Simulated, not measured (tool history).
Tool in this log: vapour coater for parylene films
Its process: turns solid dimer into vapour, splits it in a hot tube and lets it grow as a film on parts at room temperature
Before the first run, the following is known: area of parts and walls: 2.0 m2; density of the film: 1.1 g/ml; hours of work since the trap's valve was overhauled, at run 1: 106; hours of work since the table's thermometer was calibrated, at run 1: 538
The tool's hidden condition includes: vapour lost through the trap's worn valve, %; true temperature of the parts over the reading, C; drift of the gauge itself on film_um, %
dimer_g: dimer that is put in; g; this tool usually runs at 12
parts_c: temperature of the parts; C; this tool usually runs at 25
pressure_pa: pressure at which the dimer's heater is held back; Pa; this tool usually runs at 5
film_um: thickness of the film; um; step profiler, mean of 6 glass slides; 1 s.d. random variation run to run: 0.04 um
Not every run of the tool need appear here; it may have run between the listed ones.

run	day	dimer_g	parts_c	pressure_pa	hours of work since the trap's valve was overhauled	hours of work since the table's thermometer was calibrated	film_um
1	0	12	25	5	106	538	4.26
2	0.438	12	25	5	114	545	4.28
3	1.233	12	25	5	128	559	4.23
4	2.083	12	25	5	142	574	4.18
5	2.967	12	25	5	157	589	4.22
6	3.638	12	25	5	169	600	4.21
7	4.483	12	25	5	184	615	4.22
8	5.042	12	25	5.49	193	625	4.1
9	5.892	12	25	5.49	208	639	4.09
10	6.554	8	25	5	219	651	2.73
11	7.404	8	25	5	234	665	2.73
12	8.404	12	26	5	251	683	3.96
13	9.388	12	26	5	268	700	3.99
14	9.958	12	26	5	278	709	3.95
15	10.792	12	26	5	292	724	4
16	11.671	12	26	5	307	739	3.82
17	12.562	7	26	5	323	754	2.28
18	13.071	11	25	5.63	332	763	3.59
19	14.054	11	25	8.77	349	780	3.35
20	14.588	11	17	3.5	358	789	4.44
21	15.15	10	23	5	367	799	3.5
22	15.942	15	18	5	381	813	5.87
23	16.938	17	25	10.8	398	830	4.88
24	17.667	5	36	2.3	411	842	1.32
# day 18.396: trap's valve overhauled
25	18.746	5	36	2.3	6	858	1.5
26	19.254	5	36	2.3	15	867	1.49
27	19.975	7	24	6.41	27	879	2.55

Alternative continuations, all from the tool just after run 27; predict every row:
A	20.683	11	24	6.41	39	891	?
B	20.683	12	25	7.5	39	891	?
C	20.683	10	25	5	39	891	?
D	20.683	7	25	5	39	891	?

run	film_um
A	4
B	4.09
C	3.66
D	2.59
Without the tool's hidden state the same runs would have given:
run	film_um
A	3.92
B	4
C	3.58
D	2.54
